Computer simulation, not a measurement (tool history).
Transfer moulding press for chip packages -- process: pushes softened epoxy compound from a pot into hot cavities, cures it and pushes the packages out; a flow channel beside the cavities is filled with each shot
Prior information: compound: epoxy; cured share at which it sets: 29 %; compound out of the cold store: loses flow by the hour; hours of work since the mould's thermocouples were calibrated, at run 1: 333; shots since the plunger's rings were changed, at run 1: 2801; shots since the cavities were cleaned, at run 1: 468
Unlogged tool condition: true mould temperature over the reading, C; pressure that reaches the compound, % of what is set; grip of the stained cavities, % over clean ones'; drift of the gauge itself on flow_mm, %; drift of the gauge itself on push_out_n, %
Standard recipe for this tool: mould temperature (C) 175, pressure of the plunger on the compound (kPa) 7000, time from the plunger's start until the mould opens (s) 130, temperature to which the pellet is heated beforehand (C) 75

run,hour,mould temperature (C),pressure of the plunger on the compound (kPa),time from the plunger's start until the mould opens (s),temperature to which the pellet is heated beforehand (C),hours of work since the mould's thermocouples were calibrated,shots since the plunger's rings were changed,shots since the cavities were cleaned,incoming compound's hours out of the cold store,length that the compound runs in the flow channel (mm),greatest force on the pins that push the packages out (N)
1,0.0,175,7000,130,75,333,2801,468,35.5,668,442
2,33.5,175,7000,130,75,349,3029,696,16.4,699,458
3,82.4,175,7580,130,75,374,3363,1030,42.1,687,436
# hour 104.0: cavities cleaned with cleaning compound and waxed
4,123.8,175,7580,130,83,394,3634,135,35.2,693,436
5,184.5,175,7580,130,83,424,4048,549,16.8,717,408
# hour 190.7: plunger's sealing rings changed
6,224.2,175,7580,130,83,442,228,802,22.6,707,439
7,272.3,175,7000,140,75,466,556,1130,26.8,685,408
# hour 285.4: cavities cleaned with cleaning compound and waxed
8,346.6,175,7000,140,75,503,1052,417,33.3,669,410
9,415.1,175,7000,140,75,537,1519,884,29.6,670,396
# hour 459.0: cavities cleaned with cleaning compound and waxed
10,467.6,175,7000,140,75,562,1866,59,37.6,657,406
11,536.9,175,7000,130,75,597,2338,531,46.8,640,426
12,603.5,175,7000,130,75,630,2792,985,39.1,664,416
# hour 631.9: cavities cleaned with cleaning compound and waxed
13,676.8,175,7000,115,75,666,3281,306,11.3,698,520
# hour 741.0: mould's thermocouples calibrated
14,741.0,175,7000,159,75,0,3705,730,33.7,666,387
15,786.1,181,8140,119,80,22,4012,1037,13.9,733,381
# hour 800.2: plunger's sealing rings changed
# hour 814.5: cavities cleaned with cleaning compound and waxed
16,835.7,181,8100,149,68,45,232,144,28.8,719,373
17,871.2,173,8100,149,68,63,474,386,36.6,721,394
18,935.6,180,6080,112,79,95,913,825,47.6,599,445
# hour 991.1: cavities cleaned with cleaning compound and waxed
19,996.2,175,7560,130,75,124,1315,34,12.4,729,408
20,1026.6,175,7560,130,75,140,1522,241,16.7,724,428
21,1077.1,175,7000,159,84,165,1866,585,24.4,682,363
22,1140.2,180,6480,159,84,196,2296,1015,15.9,656,387
# hour 1167.7: cavities cleaned with cleaning compound and waxed
23,1177.8,180,6480,159,84,214,2542,69,39.7,621,391
24,1218.0,180,6480,159,84,234,2816,343,34.8,627,391
25,1274.6,175,5270,169,75,262,3202,729,25.1,601,377
26,1331.8,175,5270,169,75,291,3592,1119,23.5,604,390
# hour 1344.6: cavities cleaned with cleaning compound and waxed
27,1372.2,175,5620,169,75,310,3857,189,47.9,582,375
# hour 1409.6: plunger's sealing rings changed
28,1427.2,175,5620,169,75,336,120,546,33.2,604,375

Branching from run 28: 3 alternative next runs. What would each branch give?
A,1460.6,183,7000,150,67,353,347,773,34.8,?,?
B,1460.6,176,8660,169,66,353,347,773,30.7,?,?
C,1460.6,176,5520,169,75,353,347,773,14.6,?,?

run,length that the compound runs in the flow channel (mm),greatest force on the pins that push the packages out (N)
A,645,378
B,751,383
C,620,372
Had the tool no hidden state, the same runs would have come out as:
run,length that the compound runs in the flow channel (mm),greatest force on the pins that push the packages out (N)
A,645,375
B,751,380
C,620,370
